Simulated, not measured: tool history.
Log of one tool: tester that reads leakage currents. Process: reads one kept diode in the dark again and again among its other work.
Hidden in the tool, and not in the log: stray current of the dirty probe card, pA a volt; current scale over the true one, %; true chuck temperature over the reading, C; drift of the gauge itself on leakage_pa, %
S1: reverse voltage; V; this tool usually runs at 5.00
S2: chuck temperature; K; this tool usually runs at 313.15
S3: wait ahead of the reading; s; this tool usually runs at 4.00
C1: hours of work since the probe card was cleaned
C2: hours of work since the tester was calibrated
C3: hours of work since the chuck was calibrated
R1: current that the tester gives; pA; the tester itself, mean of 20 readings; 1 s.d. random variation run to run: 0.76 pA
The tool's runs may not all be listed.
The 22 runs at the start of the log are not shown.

run	day	S1	S2	S3	C1	C2	C3	R1
23	56.125	4.24	307.15	2.94	167	2897	1349	163.94
24	59.071	4.24	307.15	2.94	216	2946	1398	164.77
25	61.129	5.00	297.15	4.00	249	2979	1432	83.94
26	62.883	5.00	297.15	4.00	278	3008	1460	84.05
27	65.608	4.90	326.15	1.34	323	3053	1505	606.20
28	68.079	4.90	326.15	1.34	364	3094	1546	611.34
29	70.758	3.50	313.15	4.00	408	3138	1590	235.83
30	73.850	3.50	313.15	4.00	458	3188	1641	236.36
31	76.342	12.56	298.15	4.00	499	3229	1682	125.54
32	78.288	1.62	307.15	9.84	531	3261	1714	122.81
33	80.000	1.62	307.15	9.84	559	3289	1742	122.61

For run 34, what comes out?
34	82.221	1.62	301.15	5.48	596	3326	1778	?

R1: 80.03 pA
The same run, on a tool lacking any hidden state, would have yielded R1 75.44 pA.
